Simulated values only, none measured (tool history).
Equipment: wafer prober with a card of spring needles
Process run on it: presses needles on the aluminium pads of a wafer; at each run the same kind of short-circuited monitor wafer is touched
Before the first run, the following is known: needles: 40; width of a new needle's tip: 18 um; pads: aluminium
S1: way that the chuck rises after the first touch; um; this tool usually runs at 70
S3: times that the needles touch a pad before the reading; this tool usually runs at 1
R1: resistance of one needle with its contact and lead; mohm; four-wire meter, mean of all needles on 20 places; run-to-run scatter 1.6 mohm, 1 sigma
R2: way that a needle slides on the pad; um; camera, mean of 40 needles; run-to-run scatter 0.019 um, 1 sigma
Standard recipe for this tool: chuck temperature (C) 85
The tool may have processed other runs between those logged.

{"run": 1, "day": 0.0, "S1": 70, "chuck temperature (C)": 85, "S3": 1, "R1": 152, "R2": 10.04}
{"run": 2, "day": 0.429, "S1": 70, "chuck temperature (C)": 85, "S3": 1, "R1": 153, "R2": 10.05}
{"run": 3, "day": 0.796, "S1": 70, "chuck temperature (C)": 85, "S3": 1, "R1": 153, "R2": 10.04}
{"day": 0.962, "done": "tips cleaned on abrasive film"}
{"run": 4, "day": 1.225, "S1": 70, "chuck temperature (C)": 85, "S3": 1, "R1": 154, "R2": 10.06}
{"run": 5, "day": 1.567, "S1": 70, "chuck temperature (C)": 85, "S3": 1, "R1": 154, "R2": 10.06}
{"day": 1.917, "done": "tips cleaned on abrasive film"}
{"run": 6, "day": 1.962, "S1": 70, "chuck temperature (C)": 111, "S3": 1, "R1": 156, "R2": 10.07}
{"run": 7, "day": 2.342, "S1": 70, "chuck temperature (C)": 35, "S3": 1, "R1": 143, "R2": 10.05}
{"run": 8, "day": 2.546, "S1": 70, "chuck temperature (C)": 35, "S3": 1, "R1": 142, "R2": 10.1}
{"run": 9, "day": 2.8, "S1": 70, "chuck temperature (C)": 35, "S3": 1, "R1": 143, "R2": 10.09}
{"day": 2.892, "done": "tips cleaned on abrasive film"}
{"run": 10, "day": 3.042, "S1": 70, "chuck temperature (C)": 43, "S3": 1, "R1": 145, "R2": 10.11}
{"run": 11, "day": 3.371, "S1": 70, "chuck temperature (C)": 43, "S3": 1, "R1": 145, "R2": 10.12}
{"run": 12, "day": 3.762, "S1": 70, "chuck temperature (C)": 43, "S3": 1, "R1": 146, "R2": 10.09}
{"day": 3.846, "done": "tips cleaned on abrasive film"}
{"run": 13, "day": 3.946, "S1": 72, "chuck temperature (C)": 102, "S3": 1, "R1": 155, "R2": 10.39}
{"run": 14, "day": 4.367, "S1": 70, "chuck temperature (C)": 120, "S3": 1, "R1": 156, "R2": 10.15}
{"run": 15, "day": 4.758, "S1": 67, "chuck temperature (C)": 26, "S3": 1, "R1": 144, "R2": 9.68}
{"day": 4.825, "done": "tips cleaned on abrasive film"}
{"run": 16, "day": 5.0, "S1": 51, "chuck temperature (C)": 122, "S3": 1, "R1": 161, "R2": 7.39}
{"run": 17, "day": 5.379, "S1": 51, "chuck temperature (C)": 122, "S3": 1, "R1": 164, "R2": 7.39}
{"run": 18, "day": 5.617, "S1": 72, "chuck temperature (C)": 41, "S3": 1, "R1": 146, "R2": 10.42}
{"day": 5.788, "done": "tips cleaned on abrasive film"}
{"run": 19, "day": 5.858, "S1": 55, "chuck temperature (C)": 41, "S3": 1, "R1": 147, "R2": 8.01}
{"run": 20, "day": 6.246, "S1": 70, "chuck temperature (C)": 52, "S3": 1, "R1": 147, "R2": 10.19}

Each row is a separate what-if for the run after 20, all from the same tool condition, not one after another. Results?
{"run": "A", "day": 6.433, "S1": 73, "chuck temperature (C)": 28, "S3": 1, "R1": "?", "R2": "?"}
{"run": "B", "day": 6.433, "S1": 74, "chuck temperature (C)": 40, "S3": 1, "R1": "?", "R2": "?"}
{"run": "C", "day": 6.433, "S1": 70, "chuck temperature (C)": 85, "S3": 2, "R1": "?", "R2": "?"}

run=A R1=143 R2=10.6
run=B R1=143 R2=10.72
run=C R1=151 R2=10.17
Without the tool's unlogged condition, the same runs would have read:
run=A R1=143 R2=10.44
run=B R1=143 R2=10.56
run=C R1=151 R2=10.02

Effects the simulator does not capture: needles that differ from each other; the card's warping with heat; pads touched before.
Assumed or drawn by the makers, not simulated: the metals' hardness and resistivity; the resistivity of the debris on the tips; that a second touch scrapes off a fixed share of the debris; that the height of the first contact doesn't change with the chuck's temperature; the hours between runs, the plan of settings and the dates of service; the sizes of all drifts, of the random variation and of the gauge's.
